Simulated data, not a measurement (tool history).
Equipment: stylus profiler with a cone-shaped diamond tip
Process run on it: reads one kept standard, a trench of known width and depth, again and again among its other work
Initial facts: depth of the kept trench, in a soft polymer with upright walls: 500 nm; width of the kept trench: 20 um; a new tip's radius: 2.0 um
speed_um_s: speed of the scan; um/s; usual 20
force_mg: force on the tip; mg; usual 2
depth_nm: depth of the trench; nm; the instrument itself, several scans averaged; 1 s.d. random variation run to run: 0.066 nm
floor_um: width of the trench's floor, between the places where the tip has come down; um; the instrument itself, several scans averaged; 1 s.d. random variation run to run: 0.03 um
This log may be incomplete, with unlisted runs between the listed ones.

run,hour,speed_um_s,force_mg,depth_nm,floor_um
1,0,20,2,503.96,17.27
2,10.6,20,2,503.92,17.27
3,23.2,24,2,503.87,17.25
4,34,6,2,503.91,17.31
5,43.3,6,2,503.91,17.31
6,50.3,6,2,503.8,17.29
7,62.7,20,2.51,504.48,17.28
8,71.4,20,2.38,504.39,17.2
9,86.8,20,2.38,504.3,17.2
10,97.5,20,2.38,504.4,17.21
11,111,7,2,503.81,17.26
12,125.5,20,0.98,502.17,17.17
13,140.8,30,2,503.74,17.18
14,151.9,20,2,503.75,17.22
15,165.3,20,3.22,505.44,17.2
16,178.6,20,3.22,505.45,17.16
17,189.3,20,3.22,505.35,17.21
18,199.9,8,3.67,505.83,17.21
19,210.6,7,5.1,507.55,17.26
20,226,44,1.25,502.49,16.99
21,233.3,37,3.6,505.71,17.07
22,244.1,75,5.98,508.39,17.02
23,254.9,75,5.98,508.33,17
24,268.1,43,0.83,501.73,16.95
# hour 269.4: height scale calibrated on a step standard
25,282.2,43,0.83,501.56,16.86
26,290.2,19,1.44,502.62,17.1
27,304.6,9,1.23,502.31,17.1
28,311.8,11,0.87,501.69,17.15
29,320.2,8,1.65,502.85,17.15
30,327.1,29,3.35,505.17,17.11
31,340.6,39,1.97,503.34,17.02
32,354.7,39,1.97,503.25,16.97
# hour 359: height scale calibrated on a step standard, once more
33,365.3,39,1.97,504.11,16.96
34,375.5,22,4.88,507.66,17.08

3 ways to go on from here, each from the tool as it stands after run 34. What would each give?
A,388.5,56,5.65,?,?
B,388.5,35,1.15,?,?
C,388.5,34,0.8,?,?

run,depth_nm,floor_um
A,508.46,16.97
B,502.81,16.91
C,502.15,16.89
The same runs, with their run-to-run variation unchanged, on a tool lacking any hidden condition would have given:
run,depth_nm,floor_um
A,508.58,17.2
B,502.92,17.13
C,502.27,17.12
